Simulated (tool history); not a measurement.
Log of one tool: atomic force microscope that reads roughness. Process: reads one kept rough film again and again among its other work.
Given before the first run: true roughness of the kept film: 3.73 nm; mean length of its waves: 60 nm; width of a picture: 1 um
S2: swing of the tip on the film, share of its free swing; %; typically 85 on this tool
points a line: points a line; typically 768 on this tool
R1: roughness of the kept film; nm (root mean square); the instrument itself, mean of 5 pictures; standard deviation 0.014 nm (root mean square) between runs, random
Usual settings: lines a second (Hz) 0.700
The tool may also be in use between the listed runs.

run 1 hour=0.0 | lines_a_second_(Hz)=0.700 S2=85 points_a_line=768 | R1=3.279
run 2 hour=12.0 | lines_a_second_(Hz)=0.700 S2=85 points_a_line=768 | R1=3.251
run 3 hour=28.6 | lines_a_second_(Hz)=0.700 S2=85 points_a_line=258 | R1=3.221
run 4 hour=38.6 | lines_a_second_(Hz)=0.700 S2=85 points_a_line=768 | R1=3.224
run 5 hour=57.5 | lines_a_second_(Hz)=0.700 S2=85 points_a_line=768 | R1=3.204
-- hour=59.1 new tip fitted
run 6 hour=73.4 | lines_a_second_(Hz)=0.700 S2=85 points_a_line=768 | R1=3.456
run 7 hour=93.4 | lines_a_second_(Hz)=0.700 S2=85 points_a_line=768 | R1=3.410
run 8 hour=102.5 | lines_a_second_(Hz)=0.608 S2=85 points_a_line=768 | R1=3.419
run 9 hour=123.0 | lines_a_second_(Hz)=0.608 S2=85 points_a_line=768 | R1=3.381
run 10 hour=139.5 | lines_a_second_(Hz)=0.700 S2=85 points_a_line=768 | R1=3.345
run 11 hour=157.4 | lines_a_second_(Hz)=0.700 S2=85 points_a_line=768 | R1=3.319
run 12 hour=176.5 | lines_a_second_(Hz)=0.700 S2=85 points_a_line=768 | R1=3.325
run 13 hour=186.1 | lines_a_second_(Hz)=0.700 S2=85 points_a_line=768 | R1=3.294
run 14 hour=202.8 | lines_a_second_(Hz)=0.700 S2=85 points_a_line=768 | R1=3.289
run 15 hour=220.9 | lines_a_second_(Hz)=0.700 S2=85 points_a_line=768 | R1=3.268
run 16 hour=241.8 | lines_a_second_(Hz)=0.700 S2=85 points_a_line=768 | R1=3.237
run 17 hour=259.3 | lines_a_second_(Hz)=0.700 S2=85 points_a_line=768 | R1=3.233
run 18 hour=269.1 | lines_a_second_(Hz)=3.744 S2=85 points_a_line=768 | R1=2.658
-- hour=272.3 new tip fitted
run 19 hour=285.0 | lines_a_second_(Hz)=3.744 S2=85 points_a_line=768 | R1=2.840
run 20 hour=306.7 | lines_a_second_(Hz)=3.744 S2=85 points_a_line=768 | R1=2.839
run 21 hour=316.4 | lines_a_second_(Hz)=2.134 S2=85 points_a_line=347 | R1=3.095
run 22 hour=336.3 | lines_a_second_(Hz)=2.134 S2=71 points_a_line=274 | R1=3.321
run 23 hour=354.4 | lines_a_second_(Hz)=2.134 S2=71 points_a_line=274 | R1=3.303
run 24 hour=372.3 | lines_a_second_(Hz)=2.530 S2=59 points_a_line=853 | R1=3.347
run 25 hour=386.8 | lines_a_second_(Hz)=2.217 S2=63 points_a_line=768 | R1=3.346
run 26 hour=408.9 | lines_a_second_(Hz)=0.700 S2=87 points_a_line=330 | R1=3.275
run 27 hour=427.1 | lines_a_second_(Hz)=3.024 S2=59 points_a_line=261 | R1=3.250
run 28 hour=444.9 | lines_a_second_(Hz)=1.697 S2=55 points_a_line=761 | R1=3.348
run 29 hour=464.5 | lines_a_second_(Hz)=0.647 S2=85 points_a_line=377 | R1=3.247
run 30 hour=479.1 | lines_a_second_(Hz)=0.647 S2=85 points_a_line=377 | R1=3.217
-- hour=486.0 new tip fitted
run 31 hour=497.4 | lines_a_second_(Hz)=2.483 S2=84 points_a_line=347 | R1=3.096
run 32 hour=509.7 | lines_a_second_(Hz)=2.457 S2=64 points_a_line=655 | R1=3.411
run 33 hour=523.3 | lines_a_second_(Hz)=1.507 S2=64 points_a_line=269 | R1=3.464
run 34 hour=545.3 | lines_a_second_(Hz)=0.985 S2=85 points_a_line=366 | R1=3.313
run 35 hour=555.0 | lines_a_second_(Hz)=2.910 S2=76 points_a_line=784 | R1=3.139
run 36 hour=567.0 | lines_a_second_(Hz)=1.814 S2=56 points_a_line=960 | R1=3.447
run 37 hour=586.2 | lines_a_second_(Hz)=1.982 S2=85 points_a_line=768 | R1=3.063
run 38 hour=596.2 | lines_a_second_(Hz)=0.700 S2=60 points_a_line=276 | R1=3.476

What if the next run were any one of these 4? Each begins from the tool's condition after run 38:
run A hour=616.2 | lines_a_second_(Hz)=0.700 S2=60 points_a_line=819 | R1=?
run B hour=616.2 | lines_a_second_(Hz)=1.052 S2=85 points_a_line=640 | R1=?
run C hour=616.2 | lines_a_second_(Hz)=2.979 S2=62 points_a_line=276 | R1=?
run D hour=616.2 | lines_a_second_(Hz)=3.711 S2=58 points_a_line=570 | R1=?

run=A R1=3.431
run=B R1=3.228
run=C R1=3.261
run=D R1=3.271
Stripped of hidden state, with their random variation kept, the same runs would have yielded:
run=A R1=3.580
run=B R1=3.367
run=C R1=3.403
run=D R1=3.413

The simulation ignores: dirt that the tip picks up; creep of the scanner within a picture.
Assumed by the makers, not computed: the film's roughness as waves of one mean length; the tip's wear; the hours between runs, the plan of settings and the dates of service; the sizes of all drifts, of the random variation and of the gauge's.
